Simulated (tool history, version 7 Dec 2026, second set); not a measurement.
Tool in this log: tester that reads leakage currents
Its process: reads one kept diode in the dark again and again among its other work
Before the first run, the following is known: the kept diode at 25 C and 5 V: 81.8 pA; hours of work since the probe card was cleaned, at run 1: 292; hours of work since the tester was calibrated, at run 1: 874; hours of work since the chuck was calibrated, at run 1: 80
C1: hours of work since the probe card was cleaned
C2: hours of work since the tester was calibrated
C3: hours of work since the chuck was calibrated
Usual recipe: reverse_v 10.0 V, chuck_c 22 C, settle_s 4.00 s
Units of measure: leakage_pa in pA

{"run": 1, "day": 0.0, "reverse_v": 10.0, "chuck_c": 22, "settle_s": 4.0, "C1": 292, "C2": 874, "C3": 80, "leakage_pa": 84.17}
{"run": 2, "day": 1.95, "reverse_v": 10.0, "chuck_c": 22, "settle_s": 4.0, "C1": 318, "C2": 900, "C3": 106, "leakage_pa": 83.48}
{"run": 3, "day": 3.796, "reverse_v": 10.0, "chuck_c": 22, "settle_s": 4.0, "C1": 342, "C2": 925, "C3": 131, "leakage_pa": 83.67}
{"run": 4, "day": 6.142, "reverse_v": 10.0, "chuck_c": 23, "settle_s": 4.0, "C1": 374, "C2": 956, "C3": 162, "leakage_pa": 89.28}
{"run": 5, "day": 7.629, "reverse_v": 10.0, "chuck_c": 23, "settle_s": 4.0, "C1": 394, "C2": 976, "C3": 182, "leakage_pa": 89.18}
{"run": 6, "day": 9.871, "reverse_v": 10.0, "chuck_c": 23, "settle_s": 4.0, "C1": 423, "C2": 1006, "C3": 212, "leakage_pa": 88.93}
{"run": 7, "day": 11.308, "reverse_v": 10.0, "chuck_c": 23, "settle_s": 4.0, "C1": 443, "C2": 1025, "C3": 231, "leakage_pa": 88.96}
{"run": 8, "day": 13.788, "reverse_v": 10.0, "chuck_c": 23, "settle_s": 4.0, "C1": 476, "C2": 1058, "C3": 264, "leakage_pa": 88.21}
{"run": 9, "day": 15.429, "reverse_v": 10.0, "chuck_c": 23, "settle_s": 4.0, "C1": 498, "C2": 1080, "C3": 286, "leakage_pa": 87.65}
{"run": 10, "day": 18.312, "reverse_v": 10.0, "chuck_c": 22, "settle_s": 4.0, "C1": 536, "C2": 1119, "C3": 325, "leakage_pa": 80.8}
{"run": 11, "day": 21.071, "reverse_v": 3.4, "chuck_c": 22, "settle_s": 4.0, "C1": 573, "C2": 1155, "C3": 362, "leakage_pa": 53.17}
{"run": 12, "day": 22.688, "reverse_v": 3.4, "chuck_c": 22, "settle_s": 4.0, "C1": 594, "C2": 1177, "C3": 383, "leakage_pa": 52.88}
{"run": 13, "day": 24.825, "reverse_v": 3.4, "chuck_c": 22, "settle_s": 4.0, "C1": 623, "C2": 1205, "C3": 412, "leakage_pa": 52.27}
{"run": 14, "day": 26.45, "reverse_v": 3.4, "chuck_c": 22, "settle_s": 4.0, "C1": 645, "C2": 1227, "C3": 433, "leakage_pa": 52.13}
{"run": 15, "day": 29.254, "reverse_v": 10.0, "chuck_c": 22, "settle_s": 1.37, "C1": 682, "C2": 1265, "C3": 471, "leakage_pa": 80.91}
{"run": 16, "day": 32.15, "reverse_v": 2.3, "chuck_c": 22, "settle_s": 4.0, "C1": 721, "C2": 1303, "C3": 509, "leakage_pa": 44.67}
{"run": 17, "day": 34.508, "reverse_v": 10.0, "chuck_c": 42, "settle_s": 0.51, "C1": 752, "C2": 1335, "C3": 541, "leakage_pa": 328.48}
{"run": 18, "day": 37.017, "reverse_v": 10.0, "chuck_c": 42, "settle_s": 0.51, "C1": 786, "C2": 1368, "C3": 574, "leakage_pa": 326.76}
{"run": 19, "day": 38.854, "reverse_v": 1.3, "chuck_c": 40, "settle_s": 7.65, "C1": 810, "C2": 1393, "C3": 599, "leakage_pa": 130.17}
{"day": 39.138, "done": "chuck's temperature calibrated"}
{"run": 20, "day": 40.392, "reverse_v": 10.0, "chuck_c": 21, "settle_s": 8.95, "C1": 830, "C2": 1412, "C3": 17, "leakage_pa": 65.55}
{"run": 21, "day": 41.771, "reverse_v": 10.0, "chuck_c": 21, "settle_s": 8.95, "C1": 848, "C2": 1431, "C3": 35, "leakage_pa": 65.91}
{"run": 22, "day": 44.3, "reverse_v": 10.0, "chuck_c": 21, "settle_s": 8.95, "C1": 882, "C2": 1464, "C3": 69, "leakage_pa": 65.71}
{"run": 23, "day": 46.654, "reverse_v": 11.7, "chuck_c": 41, "settle_s": 0.77, "C1": 913, "C2": 1496, "C3": 100, "leakage_pa": 293.49}
{"run": 24, "day": 49.092, "reverse_v": 2.9, "chuck_c": 42, "settle_s": 3.99, "C1": 946, "C2": 1528, "C3": 133, "leakage_pa": 180.91}

What will run 25 give?
{"day": 50.125, "done": "chuck's temperature calibrated, once more"}
{"run": 25, "day": 50.708, "reverse_v": 2.9, "chuck_c": 42, "settle_s": 3.99, "C1": 966, "C2": 1549, "C3": 8, "leakage_pa": "?"}

leakage_pa: 223.40 pA
Without the tool's hidden state the same run would have given leakage_pa 225.22 pA.
